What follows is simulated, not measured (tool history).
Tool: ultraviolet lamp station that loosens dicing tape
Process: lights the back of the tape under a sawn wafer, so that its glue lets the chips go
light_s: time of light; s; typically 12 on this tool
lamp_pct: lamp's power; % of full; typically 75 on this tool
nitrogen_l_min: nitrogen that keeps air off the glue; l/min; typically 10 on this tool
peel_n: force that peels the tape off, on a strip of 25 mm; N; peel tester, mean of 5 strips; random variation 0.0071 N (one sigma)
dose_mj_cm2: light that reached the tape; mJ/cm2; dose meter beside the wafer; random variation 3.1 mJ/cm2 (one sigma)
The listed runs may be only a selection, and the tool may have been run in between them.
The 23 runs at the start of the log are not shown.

Run 24, hour 496.3: usual settings but light_s 8 s, nitrogen_l_min 3 l/min. Result: peel_n 2.014 N, dose_mj_cm2 262 mJ/cm2.
Run 25, hour 514.6: usual settings but nitrogen_l_min 18 l/min. Result: peel_n 0.308 N, dose_mj_cm2 394 mJ/cm2.
Run 26, hour 528.3: usual settings but lamp_pct 70 % of full, nitrogen_l_min 5 l/min. Result: peel_n 0.774 N, dose_mj_cm2 363 mJ/cm2.
Run 27, hour 552.2: usual settings but lamp_pct 81 % of full, nitrogen_l_min 5 l/min. Result: peel_n 0.534 N, dose_mj_cm2 425 mJ/cm2.
Run 28, hour 578.7: usual settings but light_s 20 s, lamp_pct 84 % of full. Result: peel_n 0.140 N, dose_mj_cm2 728 mJ/cm2.
Run 29, hour 603.2: usual settings but light_s 11 s, lamp_pct 74 % of full, nitrogen_l_min 18 l/min. Result: peel_n 0.411 N, dose_mj_cm2 345 mJ/cm2.
Run 30, hour 625.2: usual settings but light_s 11 s, lamp_pct 74 % of full, nitrogen_l_min 18 l/min. Result: peel_n 0.427 N, dose_mj_cm2 348 mJ/cm2.
At hour 642.0: window cleaned of glue's vapour.
Run 31, hour 648.3: usual settings but light_s 18 s, lamp_pct 69 % of full. Result: peel_n 0.202 N, dose_mj_cm2 543 mJ/cm2.
Run 32, hour 663.4: usual settings but light_s 6 s, lamp_pct 93 % of full. Result: peel_n 1.254 N, dose_mj_cm2 242 mJ/cm2.

3 options for the next run, each taken on its own from the tool as it stands now. Forecast them:
Run A, hour 690.9: usual settings but light_s 7 s, lamp_pct 65 % of full, nitrogen_l_min 4 l/min. Result: peel_n ?, dose_mj_cm2 ?.
Run B, hour 690.9: usual settings but light_s 6 s. Result: peel_n ?, dose_mj_cm2 ?.
Run C, hour 690.9: usual settings but light_s 6 s, lamp_pct 61 % of full, nitrogen_l_min 15 l/min. Result: peel_n ?, dose_mj_cm2 ?.

run  peel_n  dose_mj_cm2
  A   2.738          196
  B   1.849          195
  C   2.335          158
Take away the tool's hidden state, keep each run's random variation, and the runs would have read:
run  peel_n  dose_mj_cm2
  A   1.960          244
  B   1.228          244
  C   1.611          197
